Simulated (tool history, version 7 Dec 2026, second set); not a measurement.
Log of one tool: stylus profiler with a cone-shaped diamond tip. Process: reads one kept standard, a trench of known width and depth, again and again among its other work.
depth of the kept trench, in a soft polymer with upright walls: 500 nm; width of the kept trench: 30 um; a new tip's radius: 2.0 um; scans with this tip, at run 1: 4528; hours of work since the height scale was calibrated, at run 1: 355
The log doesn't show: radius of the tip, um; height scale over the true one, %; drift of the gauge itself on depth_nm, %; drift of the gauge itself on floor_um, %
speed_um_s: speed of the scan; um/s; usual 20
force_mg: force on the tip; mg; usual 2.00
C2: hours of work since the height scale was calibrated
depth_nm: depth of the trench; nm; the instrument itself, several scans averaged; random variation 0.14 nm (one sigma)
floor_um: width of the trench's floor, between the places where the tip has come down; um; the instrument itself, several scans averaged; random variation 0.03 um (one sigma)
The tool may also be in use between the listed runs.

run 1 hour=0.0 | speed_um_s=20 force_mg=2.00 | scans_with_this_tip=4528 C2=355 | depth_nm=502.83 floor_um=27.21
run 2 hour=120.5 | speed_um_s=20 force_mg=1.77 | scans_with_this_tip=5675 C2=444 | depth_nm=502.21 floor_um=27.20
run 3 hour=232.8 | speed_um_s=7 force_mg=2.00 | scans_with_this_tip=6744 C2=528 | depth_nm=502.33 floor_um=27.27
run 4 hour=319.0 | speed_um_s=20 force_mg=2.00 | scans_with_this_tip=7564 C2=592 | depth_nm=502.69 floor_um=27.24
run 5 hour=386.7 | speed_um_s=20 force_mg=2.00 | scans_with_this_tip=8209 C2=643 | depth_nm=502.60 floor_um=27.23
run 6 hour=446.6 | speed_um_s=20 force_mg=2.00 | scans_with_this_tip=8779 C2=687 | depth_nm=502.58 floor_um=27.19
run 7 hour=542.2 | speed_um_s=14 force_mg=2.00 | scans_with_this_tip=9689 C2=759 | depth_nm=502.56 floor_um=27.25
run 8 hour=669.0 | speed_um_s=20 force_mg=2.00 | scans_with_this_tip=10896 C2=853 | depth_nm=502.53 floor_um=27.18
run 9 hour=755.0 | speed_um_s=20 force_mg=2.00 | scans_with_this_tip=11714 C2=917 | depth_nm=502.42 floor_um=27.22
run 10 hour=861.6 | speed_um_s=20 force_mg=2.00 | scans_with_this_tip=12729 C2=997 | depth_nm=502.45 floor_um=27.19
run 11 hour=954.2 | speed_um_s=20 force_mg=2.00 | scans_with_this_tip=13610 C2=1066 | depth_nm=502.57 floor_um=27.23
run 12 hour=1050.0 | speed_um_s=20 force_mg=2.00 | scans_with_this_tip=14522 C2=1137 | depth_nm=502.56 floor_um=27.23
run 13 hour=1126.7 | speed_um_s=20 force_mg=2.00 | scans_with_this_tip=15252 C2=1194 | depth_nm=502.59 floor_um=27.23
run 14 hour=1227.5 | speed_um_s=20 force_mg=2.00 | scans_with_this_tip=16212 C2=1269 | depth_nm=502.52 floor_um=27.15
run 15 hour=1330.1 | speed_um_s=20 force_mg=2.00 | scans_with_this_tip=17188 C2=1346 | depth_nm=502.62 floor_um=27.13
run 16 hour=1410.1 | speed_um_s=20 force_mg=2.00 | scans_with_this_tip=17950 C2=1405 | depth_nm=502.65 floor_um=27.21
run 17 hour=1484.7 | speed_um_s=6 force_mg=2.00 | scans_with_this_tip=18660 C2=1461 | depth_nm=502.54 floor_um=27.28
run 18 hour=1568.5 | speed_um_s=9 force_mg=2.00 | scans_with_this_tip=19457 C2=1523 | depth_nm=502.47 floor_um=27.31
run 19 hour=1655.1 | speed_um_s=20 force_mg=0.83 | scans_with_this_tip=20282 C2=1588 | depth_nm=501.62 floor_um=27.14
run 20 hour=1745.7 | speed_um_s=20 force_mg=2.00 | scans_with_this_tip=21144 C2=1655 | depth_nm=502.41 floor_um=27.21
run 21 hour=1856.7 | speed_um_s=20 force_mg=2.00 | scans_with_this_tip=22201 C2=1738 | depth_nm=502.59 floor_um=27.23
run 22 hour=1942.6 | speed_um_s=20 force_mg=3.37 | scans_with_this_tip=23018 C2=1802 | depth_nm=503.75 floor_um=27.18
run 23 hour=2035.2 | speed_um_s=13 force_mg=2.33 | scans_with_this_tip=23899 C2=1871 | depth_nm=502.92 floor_um=27.28
run 24 hour=2150.6 | speed_um_s=13 force_mg=2.33 | scans_with_this_tip=24998 C2=1957 | depth_nm=502.85 floor_um=27.21
run 25 hour=2246.3 | speed_um_s=50 force_mg=0.80 | scans_with_this_tip=25909 C2=2028 | depth_nm=501.31 floor_um=26.82
run 26 hour=2371.4 | speed_um_s=25 force_mg=0.80 | scans_with_this_tip=27099 C2=2122 | depth_nm=501.26 floor_um=27.07
-- hour=2461.4 height scale calibrated on a step standard
run 27 hour=2481.2 | speed_um_s=25 force_mg=0.80 | scans_with_this_tip=28140 C2=15 | depth_nm=501.48 floor_um=27.11
run 28 hour=2579.0 | speed_um_s=25 force_mg=0.80 | scans_with_this_tip=29071 C2=88 | depth_nm=501.29 floor_um=27.08
run 29 hour=2692.9 | speed_um_s=25 force_mg=0.75 | scans_with_this_tip=30154 C2=173 | depth_nm=501.65 floor_um=27.11
run 30 hour=2823.4 | speed_um_s=6 force_mg=0.78 | scans_with_this_tip=31397 C2=270 | depth_nm=501.24 floor_um=27.32
run 31 hour=2903.1 | speed_um_s=17 force_mg=1.30 | scans_with_this_tip=32156 C2=329 | depth_nm=501.86 floor_um=27.25
run 32 hour=2962.3 | speed_um_s=12 force_mg=3.11 | scans_with_this_tip=32719 C2=373 | depth_nm=503.51 floor_um=27.23
run 33 hour=3019.6 | speed_um_s=10 force_mg=0.87 | scans_with_this_tip=33264 C2=416 | depth_nm=501.54 floor_um=27.25
-- hour=3032.8 new tip fitted, height scale calibrated
run 34 hour=3098.9 | speed_um_s=12 force_mg=0.87 | scans_with_this_tip=630 C2=49 | depth_nm=501.58 floor_um=27.25
run 35 hour=3222.7 | speed_um_s=13 force_mg=5.40 | scans_with_this_tip=1809 C2=142 | depth_nm=505.05 floor_um=27.28
run 36 hour=3299.4 | speed_um_s=78 force_mg=5.40 | scans_with_this_tip=2539 C2=199 | depth_nm=505.23 floor_um=27.08
run 37 hour=3353.9 | speed_um_s=5 force_mg=1.28 | scans_with_this_tip=3057 C2=239 | depth_nm=501.70 floor_um=27.30
run 38 hour=3447.1 | speed_um_s=6 force_mg=3.17 | scans_with_this_tip=3944 C2=309 | depth_nm=503.58 floor_um=27.32
run 39 hour=3507.6 | speed_um_s=67 force_mg=1.29 | scans_with_this_tip=4521 C2=354 | depth_nm=501.85 floor_um=26.84
run 40 hour=3604.0 | speed_um_s=67 force_mg=1.29 | scans_with_this_tip=5438 C2=426 | depth_nm=501.76 floor_um=26.90

Forecast each of these 3 alternatives for the next run:
run A hour=3663.4 | speed_um_s=22 force_mg=1.29 | scans_with_this_tip=6003 C2=470 | depth_nm=? floor_um=?
run B hour=3663.4 | speed_um_s=7 force_mg=1.29 | scans_with_this_tip=6003 C2=470 | depth_nm=? floor_um=?
run C hour=3663.4 | speed_um_s=20 force_mg=1.37 | scans_with_this_tip=6003 C2=470 | depth_nm=? floor_um=?

run=A depth_nm=501.95 floor_um=27.16
run=B depth_nm=501.80 floor_um=27.32
run=C depth_nm=501.85 floor_um=27.22
Without the tool's hidden state the same runs would have given:
run=A depth_nm=501.96 floor_um=27.16
run=B depth_nm=501.81 floor_um=27.32
run=C depth_nm=501.86 floor_um=27.23

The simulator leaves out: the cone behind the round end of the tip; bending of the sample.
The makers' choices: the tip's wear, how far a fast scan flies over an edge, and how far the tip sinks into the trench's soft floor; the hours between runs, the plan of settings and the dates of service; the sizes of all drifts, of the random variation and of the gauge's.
